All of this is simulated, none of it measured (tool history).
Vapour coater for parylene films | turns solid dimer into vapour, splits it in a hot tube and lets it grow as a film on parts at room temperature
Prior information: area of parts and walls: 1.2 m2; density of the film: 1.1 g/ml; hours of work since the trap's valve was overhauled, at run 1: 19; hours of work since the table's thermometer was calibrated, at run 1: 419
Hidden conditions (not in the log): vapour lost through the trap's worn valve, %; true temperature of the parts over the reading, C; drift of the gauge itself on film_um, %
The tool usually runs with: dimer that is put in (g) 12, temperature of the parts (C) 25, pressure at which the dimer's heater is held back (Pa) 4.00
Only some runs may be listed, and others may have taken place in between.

run   hour  dimer that is put in (g)  temperature of the parts (C)  pressure at which the dimer's heater is held back (Pa)  hours of work since the trap's valve was overhauled  hours of work since the table's thermometer was calibrated  thickness of the film (nm)
  1    0.0                        12                            25                                                    4.00                                                   19                                                         419                        4720
  2   12.6                        12                            25                                                    4.00                                                   25                                                         425                        4760
  3   32.9                        12                            25                                                    4.00                                                   36                                                         435                        4760
  4   56.6                        12                            25                                                    4.00                                                   48                                                         447                        4770
  5   74.5                        12                            25                                                    2.44                                                   57                                                         456                        5130
  6   90.2                        12                            25                                                    4.00                                                   64                                                         464                        4790
  7  112.5                        12                            25                                                    4.00                                                   76                                                         476                        4750
  8  130.6                        12                            25                                                    4.00                                                   85                                                         485                        4710
  9  142.7                        12                            25                                                    4.00                                                   91                                                         491                        4780
 10  167.8                        12                            25                                                    4.00                                                  104                                                         503                        4750
 11  184.9                        12                            25                                                    4.00                                                  112                                                         512                        4750
 12  197.2                        12                            25                                                    4.00                                                  118                                                         518                        4730
 13  208.7                        12                            25                                                    4.00                                                  124                                                         524                        4740
 14  225.4                        12                            25                                                    4.00                                                  133                                                         532                        4670
 15  246.0                        12                            25                                                    4.00                                                  143                                                         543                        4720
 16  259.5                        12                            25                                                    4.00                                                  150                                                         549                        4680
 17  270.7                        12                            25                                                    3.91                                                  155                                                         555                        4660
 18  294.0                        12                            25                                                    3.91                                                  167                                                         567                        4670
 19  311.2                        12                            25                                                    7.58                                                  176                                                         576                        4250
 20  324.6                        12                            25                                                    7.58                                                  182                                                         582                        4200
     330.4  -- trap's valve overhauled
 21  343.3                        12                            31                                                    7.58                                                    6                                                         590                        3530
 22  359.4                        12                            25                                                    5.08                                                   15                                                         598                        4370
     376.4  -- trap's valve overhauled, once more
 23  386.7                        12                            25                                                    4.00                                                    5                                                         609                        4750
 24  397.0                        12                            25                                                    4.00                                                   10                                                         615                        4830
 25  414.7                        12                            25                                                    4.00                                                   19                                                         624                        4770
 26  429.8                        12                            25                                                    4.00                                                   27                                                         631                        4690
 27  453.6                        21                            25                                                    4.00                                                   39                                                         643                        8430
 28  475.6                        22                            33                                                   10.92                                                   50                                                         654                        5990
 29  497.2                        22                            21                                                    2.23                                                   61                                                         665                       10710
 30  512.5                        12                            21                                                    2.23                                                   69                                                         673                        5810
 31  529.4                        22                            33                                                    9.60                                                   77                                                         681                        6070
 32  540.2                        22                            33                                                    9.60                                                   82                                                         687                        6110
 33  558.0                        22                            33                                                    9.60                                                   91                                                         696                        6070
 34  573.9                        12                            25                                                    9.59                                                   99                                                         704                        4150
 35  595.0                        12                            20                                                    2.67                                                  110                                                         714                        5740
 36  613.8                        12                            20                                                    2.67                                                  120                                                         724                        5730
 37  635.6                        11                            25                                                    5.13                                                  130                                                         735                        4180
 38  654.6                        11                            22                                                    8.10                                                  140                                                         744                        4180
 39  674.7                         6                            25                                                    4.00                                                  150                                                         754                        2360
 40  699.6                        10                            23                                                    2.26                                                  163                                                         767                        4590
 41  711.4                        13                            25                                                   11.72                                                  169                                                         773                        4300
 42  729.2                         7                            32                                                    4.00                                                  178                                                         782                        2230
 43  752.2                         7                            32                                                    4.00                                                  189                                                         793                        2240
 44  775.3                         6                            31                                                    4.00                                                  201                                                         805                        2030
 45  794.1                         6                            31                                                    4.00                                                  210                                                         815                        1950
 46  815.5                         6                            31                                                    4.00                                                  221                                                         825                        1990

Selected run-to-run steps in thickness of the film (nm), each split into two signed amounts: the part the tool would show with no hidden state at all (from settings, incoming material and random variation), and the remainder, which goes to the hidden state together with any gauge scatter not common to the measured and the hidden-state-free results:
Run 20 -> 21: temperature of the parts (C) 25 -> 31, trap's valve overhauled. thickness of the film (nm) -670: hidden state -40, all else -630.
Run 21 -> 22: temperature of the parts (C) 31 -> 25, pressure at which the dimer's heater is held back (Pa) 7.58 -> 5.08. thickness of the film (nm) +840: hidden state -30, all else +870.
Run 22 -> 23: pressure at which the dimer's heater is held back (Pa) 5.08 -> 4.00, trap's valve overhauled, once more. thickness of the film (nm) +380: hidden state +190, all else +190.
Run 26 -> 27: dimer that is put in (g) 12 -> 21. thickness of the film (nm) +3740: hidden state +10, all else +3730.
Run 28 -> 29: temperature of the parts (C) 33 -> 21, pressure at which the dimer's heater is held back (Pa) 10.92 -> 2.23. thickness of the film (nm) +4720: hidden state -10, all else +4730.
Run 29 -> 30: dimer that is put in (g) 22 -> 12. thickness of the film (nm) -4900: hidden state +0, all else -4900.

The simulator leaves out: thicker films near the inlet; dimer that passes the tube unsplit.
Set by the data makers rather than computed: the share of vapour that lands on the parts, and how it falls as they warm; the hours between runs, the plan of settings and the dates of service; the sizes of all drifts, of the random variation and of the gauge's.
